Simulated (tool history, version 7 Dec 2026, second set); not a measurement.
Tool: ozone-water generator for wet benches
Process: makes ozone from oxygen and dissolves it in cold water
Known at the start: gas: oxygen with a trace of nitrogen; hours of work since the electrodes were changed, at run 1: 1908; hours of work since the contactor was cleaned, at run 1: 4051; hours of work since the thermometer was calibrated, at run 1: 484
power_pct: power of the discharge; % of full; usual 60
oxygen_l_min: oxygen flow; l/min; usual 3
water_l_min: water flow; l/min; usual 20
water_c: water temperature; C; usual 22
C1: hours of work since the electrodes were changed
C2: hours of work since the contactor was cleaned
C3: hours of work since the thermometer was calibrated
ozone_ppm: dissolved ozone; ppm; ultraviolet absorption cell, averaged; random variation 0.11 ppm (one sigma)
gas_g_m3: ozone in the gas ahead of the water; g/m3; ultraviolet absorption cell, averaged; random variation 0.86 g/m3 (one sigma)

{"run": 1, "hour": 0.0, "power_pct": 60, "oxygen_l_min": 3, "water_l_min": 20, "water_c": 22, "C1": 1908, "C2": 4051, "C3": 484, "ozone_ppm": 8.6, "gas_g_m3": 134.2}
{"run": 2, "hour": 58.9, "power_pct": 60, "oxygen_l_min": 3, "water_l_min": 20, "water_c": 28, "C1": 1959, "C2": 4102, "C3": 534, "ozone_ppm": 7.9, "gas_g_m3": 132.8}
{"run": 3, "hour": 136.2, "power_pct": 60, "oxygen_l_min": 3, "water_l_min": 20, "water_c": 28, "C1": 2025, "C2": 4168, "C3": 600, "ozone_ppm": 8.1, "gas_g_m3": 133.2}
{"run": 4, "hour": 213.9, "power_pct": 60, "oxygen_l_min": 3, "water_l_min": 20, "water_c": 28, "C1": 2092, "C2": 4235, "C3": 667, "ozone_ppm": 8, "gas_g_m3": 133.6}
{"run": 5, "hour": 310.3, "power_pct": 60, "oxygen_l_min": 3, "water_l_min": 20, "water_c": 28, "C1": 2175, "C2": 4318, "C3": 750, "ozone_ppm": 8.1, "gas_g_m3": 131.7}
{"run": 6, "hour": 399.5, "power_pct": 60, "oxygen_l_min": 3, "water_l_min": 20, "water_c": 28, "C1": 2252, "C2": 4394, "C3": 827, "ozone_ppm": 7.9, "gas_g_m3": 133.2}
{"run": 7, "hour": 479.9, "power_pct": 60, "oxygen_l_min": 1.55, "water_l_min": 20, "water_c": 22, "C1": 2321, "C2": 4463, "C3": 896, "ozone_ppm": 8.2, "gas_g_m3": 205}
{"run": 8, "hour": 551.2, "power_pct": 60, "oxygen_l_min": 1.55, "water_l_min": 20, "water_c": 22, "C1": 2382, "C2": 4525, "C3": 957, "ozone_ppm": 8.1, "gas_g_m3": 204.3}
{"run": 9, "hour": 599.5, "power_pct": 60, "oxygen_l_min": 1.55, "water_l_min": 20, "water_c": 22, "C1": 2423, "C2": 4566, "C3": 998, "ozone_ppm": 8.2, "gas_g_m3": 203.9}
{"run": 10, "hour": 680.7, "power_pct": 60, "oxygen_l_min": 1.55, "water_l_min": 20, "water_c": 22, "C1": 2493, "C2": 4636, "C3": 1068, "ozone_ppm": 8.2, "gas_g_m3": 205.6}
{"run": 11, "hour": 784.0, "power_pct": 60, "oxygen_l_min": 3.81, "water_l_min": 20, "water_c": 22, "C1": 2582, "C2": 4724, "C3": 1157, "ozone_ppm": 8.3, "gas_g_m3": 113}
{"run": 12, "hour": 869.1, "power_pct": 60, "oxygen_l_min": 3, "water_l_min": 19, "water_c": 22, "C1": 2655, "C2": 4797, "C3": 1230, "ozone_ppm": 8.6, "gas_g_m3": 130.9}
{"run": 13, "hour": 941.0, "power_pct": 60, "oxygen_l_min": 1.95, "water_l_min": 20, "water_c": 22, "C1": 2717, "C2": 4859, "C3": 1292, "ozone_ppm": 8.1, "gas_g_m3": 174.2}

Run 14 comes next. What will it give?
{"run": 14, "hour": 1039.2, "power_pct": 60, "oxygen_l_min": 1.95, "water_l_min": 20, "water_c": 15, "C1": 2801, "C2": 4944, "C3": 1376, "ozone_ppm": "?", "gas_g_m3": "?"}

{"run 14": {"ozone_ppm": 8.6, "gas_g_m3": 173.1}}
Without the tool's hidden state the same run would have given ozone_ppm 9.7 ppm, gas_g_m3 186 g/m3.

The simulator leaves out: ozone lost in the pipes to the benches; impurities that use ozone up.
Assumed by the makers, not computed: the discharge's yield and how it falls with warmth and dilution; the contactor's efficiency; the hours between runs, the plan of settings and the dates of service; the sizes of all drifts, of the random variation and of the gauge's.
